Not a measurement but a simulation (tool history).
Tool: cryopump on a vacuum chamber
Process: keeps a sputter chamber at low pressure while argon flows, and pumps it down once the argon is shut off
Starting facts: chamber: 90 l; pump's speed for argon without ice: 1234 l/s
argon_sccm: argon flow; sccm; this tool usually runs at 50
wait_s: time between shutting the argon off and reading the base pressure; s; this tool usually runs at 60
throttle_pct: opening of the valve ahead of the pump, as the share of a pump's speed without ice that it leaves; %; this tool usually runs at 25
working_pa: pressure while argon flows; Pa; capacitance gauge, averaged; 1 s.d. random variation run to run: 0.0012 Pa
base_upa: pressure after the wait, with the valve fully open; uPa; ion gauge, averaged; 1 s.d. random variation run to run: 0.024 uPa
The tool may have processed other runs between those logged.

run	hour	argon_sccm	wait_s	throttle_pct	working_pa	base_upa
1	0	50	60	25	0.2844	0.94
# hour 68.7: pump warmed up, emptied and cooled again
2	68.7	50	60	25	0.2736	1
3	112.4	50	60	25	0.2753	1.04
4	180	50	60	25	0.2753	1.21
5	242.1	50	60	25	0.2783	1.36
6	303.6	50	60	25	0.2787	1.51
7	372	50	60	25	0.2817	1.7
8	452.6	50	60	25	0.2877	1.83
9	510.7	50	60	25	0.2852	2.03
# hour 570.6: pump warmed up, emptied and cooled again
10	590.3	59	38	25	0.3231	2.28
11	629.8	99	147	25	0.5469	1.69
12	700.3	21	60	16	0.1823	2.25
13	765.5	21	60	16	0.1829	2.45
14	860.8	47	151	48	0.1434	2.28
15	920.4	47	151	31	0.2159	2.43
16	981.2	33	60	24	0.196	2.96
17	1037.1	33	51	49	0.101	3.27

Alternative continuations, all from the tool just after run 17; predict every row:
# hour 1071.2: pump warmed up, emptied and cooled again
A	1102	33	51	18	?	?
# hour 1071.2: pump warmed up, emptied and cooled again
B	1102	81	60	25	?	?
# hour 1071.2: pump warmed up, emptied and cooled again
C	1102	87	24	25	?	?
# hour 1071.2: pump warmed up, emptied and cooled again
D	1102	33	164	27	?	?
# hour 1071.2: pump warmed up, emptied and cooled again
E	1102	59	60	51	?	?

run	working_pa	base_upa
A	0.2526	3.02
B	0.4456	2.93
C	0.4826	3.88
D	0.1688	2.49
E	0.159	2.9
With no hidden state in the tool, these same runs would have given:
run	working_pa	base_upa
A	0.2513	0.98
B	0.4426	0.85
C	0.4794	1.79
D	0.1676	0.47
E	0.1569	0.85
